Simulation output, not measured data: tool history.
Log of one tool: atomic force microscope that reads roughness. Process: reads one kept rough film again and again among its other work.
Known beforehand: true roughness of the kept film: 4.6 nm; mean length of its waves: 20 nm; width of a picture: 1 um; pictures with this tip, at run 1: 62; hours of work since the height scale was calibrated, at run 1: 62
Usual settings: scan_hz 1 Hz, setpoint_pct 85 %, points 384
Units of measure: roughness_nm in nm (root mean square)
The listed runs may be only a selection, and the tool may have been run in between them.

run	hour	scan_hz	setpoint_pct	points	pictures with this tip	hours of work since the height scale was calibrated	roughness_nm
1	0	1	85	384	62	62	2.336
2	10.6	1	85	384	78	67	2.242
3	21.5	1	85	384	95	72	2.143
4	31.2	1	85	892	109	76	2.116
5	43.4	1	76	384	127	82	2.094
6	49.7	1	76	384	137	85	2.05
7	59.7	1	76	384	152	89	1.965
8	72.6	0.74	85	384	171	95	1.883
9	85.7	0.74	85	384	191	101	1.793
10	95.8	1	85	407	206	105	1.725
11	102	3.58	89	341	215	108	1.237
12	112.2	3.58	89	341	231	113	1.198
13	119.3	3.58	89	341	241	116	1.184
14	130.5	3.58	89	341	258	121	1.155
15	143.6	1.16	85	488	278	127	1.488
16	153.5	1.16	85	488	293	132	1.458
17	167.1	2.02	85	753	313	138	1.306
18	178.4	0.99	85	753	330	143	1.407

Each row is a separate what-if for the run after 18, all from the same tool condition, not one after another. Results?
A	184.4	0.69	77	590	339	146	?
B	184.4	1	85	314	339	146	?
C	184.4	1.82	89	536	339	146	?
D	184.4	3.11	80	753	339	146	?

run	roughness_nm
A	1.475
B	1.358
C	1.229
D	1.207
Without the tool's unlogged condition, the same runs would have read:
run	roughness_nm
A	2.981
B	2.743
C	2.488
D	2.443
